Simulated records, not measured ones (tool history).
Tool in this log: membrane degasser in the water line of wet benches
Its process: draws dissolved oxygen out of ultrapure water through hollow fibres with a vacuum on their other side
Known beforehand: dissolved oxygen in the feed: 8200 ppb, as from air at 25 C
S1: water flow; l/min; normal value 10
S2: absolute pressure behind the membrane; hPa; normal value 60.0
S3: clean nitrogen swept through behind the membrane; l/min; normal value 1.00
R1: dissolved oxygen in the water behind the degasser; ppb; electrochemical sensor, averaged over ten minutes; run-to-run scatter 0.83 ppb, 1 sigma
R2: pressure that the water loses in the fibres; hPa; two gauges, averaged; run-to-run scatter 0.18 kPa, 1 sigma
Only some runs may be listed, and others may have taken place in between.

Run 1, day 0.000: usual settings. Result: R1 88.0 ppb, R2 396.6 hPa.
Run 2, day 4.646: usual settings. Result: R1 88.2 ppb, R2 397.9 hPa.
Run 3, day 8.100: usual settings. Result: R1 87.4 ppb, R2 398.3 hPa.
At day 10.446: seals of the vacuum lines changed.
Run 4, day 10.650: usual settings. Result: R1 87.0 ppb, R2 398.1 hPa.
Run 5, day 15.575: usual settings. Result: R1 85.7 ppb, R2 400.1 hPa.
Run 6, day 20.279: usual settings. Result: R1 86.8 ppb, R2 399.9 hPa.
Run 7, day 23.592: usual settings. Result: R1 87.5 ppb, R2 398.0 hPa.
Run 8, day 28.717: usual settings. Result: R1 85.5 ppb, R2 398.3 hPa.
Run 9, day 33.275: usual settings. Result: R1 85.7 ppb, R2 398.3 hPa.
Run 10, day 36.625: usual settings. Result: R1 86.3 ppb, R2 402.4 hPa.
Run 11, day 41.083: usual settings. Result: R1 87.3 ppb, R2 402.6 hPa.
Run 12, day 43.746: usual settings but S2 49.3 hPa. Result: R1 63.2 ppb, R2 398.7 hPa.
Run 13, day 48.238: usual settings but S2 121.2 hPa, S3 0.60 l/min. Result: R1 354.4 ppb, R2 400.0 hPa.
Run 14, day 51.629: usual settings but S1 16 l/min, S2 66.3 hPa, S3 2.00 l/min. Result: R1 119.8 ppb, R2 639.1 hPa.
Run 15, day 53.992: usual settings but S1 12 l/min, S3 0.51 l/min. Result: R1 180.8 ppb, R2 477.0 hPa.
Run 16, day 56.712: usual settings but S1 15 l/min, S2 45.4 hPa, S3 1.51 l/min. Result: R1 80.3 ppb, R2 602.1 hPa.
Run 17, day 61.175: usual settings but S2 101.8 hPa, S3 0.47 l/min. Result: R1 345.7 ppb, R2 401.2 hPa.

Predict the results of run 18:
Run 18, day 64.450: usual settings but S2 101.8 hPa, S3 0.47 l/min. Result: R1 ?, R2 ?.

{"run 18": {"R1": 346.5, "R2": 402.8}}
Were there no unlogged condition in the tool, this run, its random variation unchanged, would have produced R1 334.2 ppb, R2 394.7 hPa.
